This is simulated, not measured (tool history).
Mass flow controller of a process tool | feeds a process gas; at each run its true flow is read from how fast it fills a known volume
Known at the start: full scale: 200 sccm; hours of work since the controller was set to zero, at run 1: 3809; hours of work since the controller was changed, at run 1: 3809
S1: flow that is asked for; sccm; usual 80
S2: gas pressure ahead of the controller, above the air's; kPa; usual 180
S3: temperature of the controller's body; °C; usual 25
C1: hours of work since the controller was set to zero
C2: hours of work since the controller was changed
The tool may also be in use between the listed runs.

Run 1, day 0: usual settings; C1 3809; C2 3809. Result: true flow (%) 98.69.
Run 2, day 3.558: usual settings; C1 3871; C2 3871. Result: true flow (%) 98.77.
Run 3, day 7.504: usual settings; C1 3940; C2 3940. Result: true flow (%) 98.75.
Run 4, day 13.162: usual settings; C1 4038; C2 4038. Result: true flow (%) 98.88.
Run 5, day 17.371: usual settings; C1 4111; C2 4111. Result: true flow (%) 98.81.
Run 6, day 24.117: usual settings; C1 4228; C2 4228. Result: true flow (%) 98.73.
Run 7, day 31.275: usual settings but S2 195 kPa; C1 4353; C2 4353. Result: true flow (%) 98.7.
Run 8, day 34.792: usual settings but S3 31 °C; C1 4414; C2 4414. Result: true flow (%) 98.99.
Run 9, day 39.142: usual settings but S1 20 sccm; C1 4489; C2 4489. Result: true flow (%) 98.1.
Run 10, day 44.917: usual settings; C1 4590; C2 4590. Result: true flow (%) 98.71.
Run 11, day 48.279: usual settings; C1 4648; C2 4648. Result: true flow (%) 98.61.
Run 12, day 52.179: usual settings; C1 4716; C2 4716. Result: true flow (%) 98.62.
Run 13, day 58.892: usual settings but S3 22 °C; C1 4833; C2 4833. Result: true flow (%) 98.66.
Run 14, day 62.196: usual settings but S1 96 sccm, S2 267 kPa; C1 4890; C2 4890. Result: true flow (%) 99.35.
Run 15, day 66.262: usual settings but S1 196 sccm, S2 267 kPa, S3 26 °C; C1 4961; C2 4961. Result: true flow (%) 100.45.
Run 16, day 73.004: usual settings but S2 152 kPa, S3 40 °C; C1 5078; C2 5078. Result: true flow (%) 99.45.
Run 17, day 77.892: usual settings but S2 152 kPa, S3 40 °C; C1 5163; C2 5163. Result: true flow (%) 99.34.
Run 18, day 81.129: usual settings; C1 5219; C2 5219. Result: true flow (%) 98.77.
Run 19, day 87.838: usual settings; C1 5336; C2 5336. Result: true flow (%) 98.73.
Run 20, day 91.671: usual settings but S2 167 kPa, S3 21 °C; C1 5402; C2 5402. Result: true flow (%) 98.44.
At day 97.004: controller's zero set anew.
Run 21, day 97.004: usual settings but S2 167 kPa, S3 37 °C; C1 0; C2 5495. Result: true flow (%) 99.38.
Run 22, day 100.283: usual settings but S1 111 sccm, S2 161 kPa, S3 33 °C; C1 57; C2 5552. Result: true flow (%) 99.31.
Run 23, day 106.412: usual settings but S2 245 kPa, S3 20 °C; C1 163; C2 5658. Result: true flow (%) 98.82.
Run 24, day 109.438: usual settings but S1 48 sccm, S2 160 kPa; C1 216; C2 5711. Result: true flow (%) 98.23.
Run 25, day 114.138: usual settings but S1 45 sccm, S2 226 kPa; C1 298; C2 5792. Result: true flow (%) 98.8.

Forecast each of these 3 alternatives for the next run:
Run A, day 117.821: usual settings but S1 151 sccm, S2 195 kPa, S3 24 °C; C1 362; C2 5856. Result: true flow (%) ?.
Run B, day 117.821: usual settings but S1 47 sccm, S2 226 kPa, S3 20 °C; C1 362; C2 5856. Result: true flow (%) ?.
Run C, day 117.821: usual settings but S1 70 sccm, S2 151 kPa, S3 23 °C; C1 362; C2 5856. Result: true flow (%) ?.

run  true flow (%)
  A          99.43
  B          98.33
  C          98.43
Without the tool's hidden state the same runs would have given:
run  true flow (%)
  A          99.43
  B          98.32
  C          98.42
